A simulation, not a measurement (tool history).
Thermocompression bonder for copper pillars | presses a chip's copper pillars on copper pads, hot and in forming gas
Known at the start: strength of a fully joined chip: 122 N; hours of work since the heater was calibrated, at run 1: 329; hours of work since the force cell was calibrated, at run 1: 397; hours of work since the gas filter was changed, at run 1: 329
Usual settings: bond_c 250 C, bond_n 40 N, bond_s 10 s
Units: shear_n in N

run	hour	bond_c	bond_n	bond_s	hours of work since the heater was calibrated	hours of work since the force cell was calibrated	hours of work since the gas filter was changed	shear_n
1	0	250	40	10	329	397	329	52.4
2	10.6	250	40	10	337	405	337	52.9
3	17.9	250	40	10	342	410	342	52.4
4	31.4	250	40	5	352	420	352	40.3
5	39	250	40	5	358	426	358	40.6
6	47.9	250	40	5	364	432	364	40
7	55.9	250	40	5	370	438	370	39.5
8	65.6	250	40	5	377	445	377	39.6
9	76.5	250	40	5	385	453	385	39.6
10	87.6	250	40	5	393	461	393	40.3
11	100.5	230	40	10	402	470	402	40.3
12	106.9	250	40	10	407	475	407	52.9
13	114.7	250	40	10	413	481	413	51.6
14	125.7	250	40	10	421	489	421	50.9
15	133.9	263	40	10	427	495	427	59
16	147	263	40	10	436	504	436	59.6
17	154.9	250	40	12	442	510	442	55.9
18	165.4	250	40	10	450	518	450	50.9
19	175.1	250	40	10	457	525	457	51.6
20	188.2	250	40	10	466	534	466	50.4
21	201.7	250	40	10	476	544	476	51.2
# hour 210.9: forming gas filter changed
22	213.2	278	49	16	484	552	2	93.2
23	220	278	49	16	489	557	7	94.5
24	234.3	250	45	5	499	567	17	46.6
25	249.3	250	45	5	510	578	28	46.3
26	261.7	261	29	27	519	587	37	63.2
27	270.1	250	37	10	525	593	43	48.2
28	277.8	264	25	20	531	599	49	50
29	286.4	264	25	20	537	605	55	49.9
30	298.6	264	25	20	546	614	64	50.3
31	306.6	264	25	20	552	620	70	49.9
32	313.6	245	57	8	557	625	75	64.9
33	321	250	47	10	562	630	80	61.9
34	328.3	235	25	16	568	636	85	30.7
35	338.3	235	25	16	575	643	93	32.2
36	348.4	264	31	11	582	650	100	48.4
37	359	250	38	9	590	658	108	48
38	365.7	249	48	7	595	663	113	53.7
39	377.1	249	48	7	603	671	121	55

4 ways to go on from here, each from the tool as it stands after run 39. What would each give?
A	389.3	248	43	15	612	680	130	?
B	389.3	271	50	5	612	680	130	?
C	389.3	245	39	11	612	680	130	?
D	389.3	226	46	13	612	680	130	?

run	shear_n
A	63.7
B	63
C	49.2
D	49.5
Without the tool's hidden state the same runs would have given:
run	shear_n
A	69.3
B	67.9
C	54.1
D	54.9

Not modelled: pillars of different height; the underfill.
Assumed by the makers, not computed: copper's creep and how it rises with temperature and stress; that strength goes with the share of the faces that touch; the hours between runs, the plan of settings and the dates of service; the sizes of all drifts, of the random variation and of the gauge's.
